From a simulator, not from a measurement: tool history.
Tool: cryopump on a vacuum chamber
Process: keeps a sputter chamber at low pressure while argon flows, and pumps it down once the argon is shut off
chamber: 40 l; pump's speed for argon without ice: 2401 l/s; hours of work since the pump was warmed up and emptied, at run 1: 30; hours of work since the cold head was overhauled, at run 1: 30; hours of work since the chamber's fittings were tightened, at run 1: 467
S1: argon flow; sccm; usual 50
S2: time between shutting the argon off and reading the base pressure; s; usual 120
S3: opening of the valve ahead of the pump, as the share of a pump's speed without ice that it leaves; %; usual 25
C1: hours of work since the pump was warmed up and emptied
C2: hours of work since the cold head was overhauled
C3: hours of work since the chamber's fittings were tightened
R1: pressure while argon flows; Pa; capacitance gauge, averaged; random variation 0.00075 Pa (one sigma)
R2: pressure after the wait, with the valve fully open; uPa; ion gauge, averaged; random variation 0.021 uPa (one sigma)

Run 1, hour 0.0: usual settings; C1 30; C2 30; C3 467. Result: R1 0.1412 Pa, R2 0.71 uPa.
Run 2, hour 41.9: usual settings; C1 59; C2 59; C3 496. Result: R1 0.1426 Pa, R2 0.71 uPa.
Run 3, hour 86.0: usual settings but S3 18 %; C1 90; C2 90; C3 526. Result: R1 0.1963 Pa, R2 0.67 uPa.
Run 4, hour 136.0: usual settings but S3 18 %; C1 125; C2 125; C3 561. Result: R1 0.1955 Pa, R2 0.71 uPa.
Run 5, hour 224.6: usual settings but S1 36 sccm, S3 18 %; C1 186; C2 186; C3 623. Result: R1 0.1429 Pa, R2 0.74 uPa.
Run 6, hour 309.0: usual settings but S1 36 sccm, S3 18 %; C1 245; C2 245; C3 681. Result: R1 0.1431 Pa, R2 0.76 uPa.
Run 7, hour 369.9: usual settings; C1 287; C2 287; C3 723. Result: R1 0.1443 Pa, R2 0.79 uPa.
Run 8, hour 439.4: usual settings but S1 41 sccm, S3 16 %; C1 335; C2 335; C3 772. Result: R1 0.1826 Pa, R2 0.83 uPa.
Run 9, hour 501.5: usual settings but S1 69 sccm, S2 123 s, S3 29 %; C1 378; C2 378; C3 815. Result: R1 0.1731 Pa, R2 0.81 uPa.
Run 10, hour 595.5: usual settings but S1 57 sccm, S2 33 s, S3 29 %; C1 444; C2 444; C3 880. Result: R1 0.1449 Pa, R2 1.84 uPa.
Run 11, hour 685.8: usual settings but S1 21 sccm, S2 33 s, S3 29 %; C1 506; C2 506; C3 943. Result: R1 0.0537 Pa, R2 1.84 uPa.
Run 12, hour 775.2: usual settings but S1 21 sccm, S2 291 s, S3 59 %; C1 568; C2 568; C3 1005. Result: R1 0.0290 Pa, R2 0.74 uPa.
Run 13, hour 816.9: usual settings but S1 21 sccm, S2 291 s, S3 59 %; C1 597; C2 597; C3 1034. Result: R1 0.0298 Pa, R2 0.71 uPa.

5 ways to go on from here, each from the tool as it stands after run 13. What would each give?
Run A, hour 898.6: usual settings but S1 99 sccm, S2 243 s, S3 45 %; C1 654; C2 654; C3 1090. Result: R1 ?, R2 ?.
Run B, hour 898.6: usual settings but S1 69 sccm, S2 226 s, S3 39 %; C1 654; C2 654; C3 1090. Result: R1 ?, R2 ?.
Run C, hour 898.6: usual settings but S1 40 sccm, S2 291 s, S3 59 %; C1 654; C2 654; C3 1090. Result: R1 ?, R2 ?.
Run D, hour 898.6: usual settings but S3 59 %; C1 654; C2 654; C3 1090. Result: R1 ?, R2 ?.
Run E, hour 898.6: usual settings but S1 89 sccm, S2 238 s, S3 59 %; C1 654; C2 654; C3 1090. Result: R1 ?, R2 ?.

run      R1    R2
  A  0.1729  0.77
  B  0.1368  0.79
  C  0.0550  0.74
  D  0.0695  1.01
  E  0.1225  0.77
Without the tool's hidden state the same runs would have given:
run      R1    R2
  A  0.1557  0.30
  B  0.1247  0.33
  C  0.0480  0.27
  D  0.0607  0.55
  E  0.1070  0.30
